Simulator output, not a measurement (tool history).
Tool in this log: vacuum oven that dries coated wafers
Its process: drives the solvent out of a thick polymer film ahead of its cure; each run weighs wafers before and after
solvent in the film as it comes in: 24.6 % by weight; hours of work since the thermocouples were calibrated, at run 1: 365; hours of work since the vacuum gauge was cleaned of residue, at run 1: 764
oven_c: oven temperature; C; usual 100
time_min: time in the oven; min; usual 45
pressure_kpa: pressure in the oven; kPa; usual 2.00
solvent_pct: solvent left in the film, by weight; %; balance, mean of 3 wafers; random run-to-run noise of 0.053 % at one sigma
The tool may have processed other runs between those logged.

run   hour  oven_c  time_min  pressure_kpa  hours of work since the thermocouples were calibrated  hours of work since the vacuum gauge was cleaned of residue  solvent_pct
  1    0.0     100        45          2.00                                                    365                                                          764         3.63
  2   43.2     100        45          2.65                                                    392                                                          792         4.01
  3   94.3     100        45          2.65                                                    425                                                          824         4.06
  4  126.6     100        45          2.65                                                    445                                                          845         3.99
  5  162.8     100        45          2.00                                                    468                                                          868         3.63
  6  223.9     100        45          2.00                                                    507                                                          907         3.56
  7  252.9     100        45          2.00                                                    526                                                          925         3.51
     258.9  -- oven's thermocouples calibrated
  8  301.1     100        45          2.24                                                     27                                                          954         3.61
  9  348.3     100        45          2.24                                                     57                                                          985         3.62
     397.9  -- oven's thermocouples calibrated, once more
 10  405.0     100        60          5.92                                                      5                                                         1019         5.53

Run 11 comes next. What will it give?
 11  463.3     104        60          5.92                                                     42                                                         1056            ?

solvent_pct: 4.49 %
Were there no unlogged condition in the tool, this run, its random variation unchanged, would have produced solvent_pct 4.33 %.
